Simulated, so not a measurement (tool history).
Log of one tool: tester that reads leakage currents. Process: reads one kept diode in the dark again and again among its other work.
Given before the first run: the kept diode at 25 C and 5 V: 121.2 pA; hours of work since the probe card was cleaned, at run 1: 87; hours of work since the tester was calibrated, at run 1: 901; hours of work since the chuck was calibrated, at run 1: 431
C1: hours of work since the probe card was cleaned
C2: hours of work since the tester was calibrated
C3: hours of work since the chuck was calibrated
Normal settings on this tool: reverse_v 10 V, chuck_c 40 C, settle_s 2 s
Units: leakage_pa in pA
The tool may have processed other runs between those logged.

run 1 hour=0 | reverse_v=10 chuck_c=40 settle_s=2 | C1=87 C2=901 C3=431 | leakage_pa=493.42
run 2 hour=24.6 | reverse_v=10 chuck_c=40 settle_s=2 | C1=105 C2=919 C3=449 | leakage_pa=497.83
run 3 hour=56.4 | reverse_v=10 chuck_c=40 settle_s=2 | C1=127 C2=941 C3=472 | leakage_pa=495.88
run 4 hour=85.2 | reverse_v=10 chuck_c=40 settle_s=2 | C1=148 C2=962 C3=492 | leakage_pa=499.56
run 5 hour=107.3 | reverse_v=10 chuck_c=40 settle_s=2 | C1=163 C2=977 C3=508 | leakage_pa=500.04
run 6 hour=128.7 | reverse_v=10 chuck_c=40 settle_s=1.66 | C1=179 C2=993 C3=523 | leakage_pa=497.97
run 7 hour=157.7 | reverse_v=10 chuck_c=40 settle_s=0.42 | C1=199 C2=1013 C3=543 | leakage_pa=503.71
run 8 hour=173 | reverse_v=10 chuck_c=40 settle_s=0.42 | C1=210 C2=1024 C3=554 | leakage_pa=503.97
run 9 hour=203.9 | reverse_v=10 chuck_c=40 settle_s=2 | C1=232 C2=1046 C3=576 | leakage_pa=500.75
run 10 hour=222.5 | reverse_v=10 chuck_c=40 settle_s=2 | C1=245 C2=1059 C3=589 | leakage_pa=503.12
run 11 hour=252 | reverse_v=10 chuck_c=40 settle_s=2.18 | C1=266 C2=1080 C3=610 | leakage_pa=499.86
run 12 hour=271.5 | reverse_v=10 chuck_c=40 settle_s=2.18 | C1=280 C2=1094 C3=624 | leakage_pa=503.61
run 13 hour=305.2 | reverse_v=10 chuck_c=40 settle_s=2.18 | C1=304 C2=1118 C3=648 | leakage_pa=503.94
run 14 hour=326.3 | reverse_v=10 chuck_c=47 settle_s=2 | C1=319 C2=1133 C3=663 | leakage_pa=802.69
run 15 hour=360.8 | reverse_v=12.9 chuck_c=47 settle_s=2 | C1=343 C2=1157 C3=687 | leakage_pa=899.59
run 16 hour=383.5 | reverse_v=12.9 chuck_c=47 settle_s=2 | C1=359 C2=1173 C3=704 | leakage_pa=901.6
run 17 hour=410.7 | reverse_v=12.9 chuck_c=47 settle_s=2 | C1=379 C2=1193 C3=723 | leakage_pa=904.58
run 18 hour=426 | reverse_v=4.8 chuck_c=20 settle_s=4.39 | C1=390 C2=1204 C3=734 | leakage_pa=84.07
run 19 hour=454.3 | reverse_v=2.4 chuck_c=40 settle_s=5.13 | C1=410 C2=1224 C3=754 | leakage_pa=261.48
run 20 hour=473.6 | reverse_v=10 chuck_c=40 settle_s=4.18 | C1=423 C2=1237 C3=768 | leakage_pa=506.28
run 21 hour=508.7 | reverse_v=2.6 chuck_c=35 settle_s=4.18 | C1=448 C2=1262 C3=792 | leakage_pa=193.12
run 22 hour=538.2 | reverse_v=2.6 chuck_c=21 settle_s=4.18 | C1=469 C2=1283 C3=813 | leakage_pa=68.95
run 23 hour=559.5 | reverse_v=11.3 chuck_c=58 settle_s=1.68 | C1=484 C2=1298 C3=828 | leakage_pa=1707.01
run 24 hour=586.9 | reverse_v=11.3 chuck_c=58 settle_s=1.57 | C1=504 C2=1318 C3=848 | leakage_pa=1715.12
run 25 hour=602.3 | reverse_v=2 chuck_c=32 settle_s=0.48 | C1=515 C2=1329 C3=859 | leakage_pa=139.82
run 26 hour=628 | reverse_v=11.8 chuck_c=46 settle_s=8.45 | C1=533 C2=1347 C3=877 | leakage_pa=819.11
run 27 hour=662.6 | reverse_v=5.2 chuck_c=46 settle_s=8.45 | C1=557 C2=1371 C3=902 | leakage_pa=562.58
run 28 hour=686.4 | reverse_v=5.2 chuck_c=46 settle_s=8.45 | C1=574 C2=1388 C3=919 | leakage_pa=565.33
run 29 hour=713.5 | reverse_v=2.6 chuck_c=24 settle_s=0.56 | C1=593 C2=1407 C3=938 | leakage_pa=87.79
run 30 hour=732.4 | reverse_v=10 chuck_c=32 settle_s=1.75 | C1=607 C2=1421 C3=951 | leakage_pa=292.79
run 31 hour=755.9 | reverse_v=16.4 chuck_c=40 settle_s=2 | C1=624 C2=1438 C3=968 | leakage_pa=638.23
run 32 hour=772.3 | reverse_v=1.6 chuck_c=21 settle_s=2 | C1=635 C2=1449 C3=979 | leakage_pa=55.92
run 33 hour=794.9 | reverse_v=1.6 chuck_c=21 settle_s=2 | C1=651 C2=1465 C3=996 | leakage_pa=55.95
run 34 hour=824 | reverse_v=1.6 chuck_c=21 settle_s=2 | C1=672 C2=1486 C3=1016 | leakage_pa=56.16

For some of the steps in leakage_pa from one run to the next: how much would appear even if the tool had no hidden state, given the settings, what came in and random variation, and how much remains for the hidden state plus any gauge scatter that the measured result and the result without hidden state don't share?
Hidden conditions of the tool in this case: stray current of the dirty probe card, pA a volt; current scale over the true one, %; true chuck temperature over the reading, C; drift of the gauge itself on leakage_pa, %.
Run 17 -> 18: reverse_v 12.9 -> 4.8, chuck_c 47 -> 20, settle_s 2 -> 4.39. leakage_pa -820.51 pA: hidden state -19.03, all else -801.48.
Run 22 -> 23: reverse_v 2.6 -> 11.3, chuck_c 21 -> 58, settle_s 4.18 -> 1.68. leakage_pa +1638.06 pA: hidden state +42.69, all else +1595.37.
Run 24 -> 25: reverse_v 11.3 -> 2, chuck_c 58 -> 32, settle_s 1.57 -> 0.48. leakage_pa -1575.3 pA: hidden state -42.21, all else -1533.09.
Run 31 -> 32: reverse_v 16.4 -> 1.6, chuck_c 40 -> 21. leakage_pa -582.31 pA: hidden state -22.2, all else -560.11.

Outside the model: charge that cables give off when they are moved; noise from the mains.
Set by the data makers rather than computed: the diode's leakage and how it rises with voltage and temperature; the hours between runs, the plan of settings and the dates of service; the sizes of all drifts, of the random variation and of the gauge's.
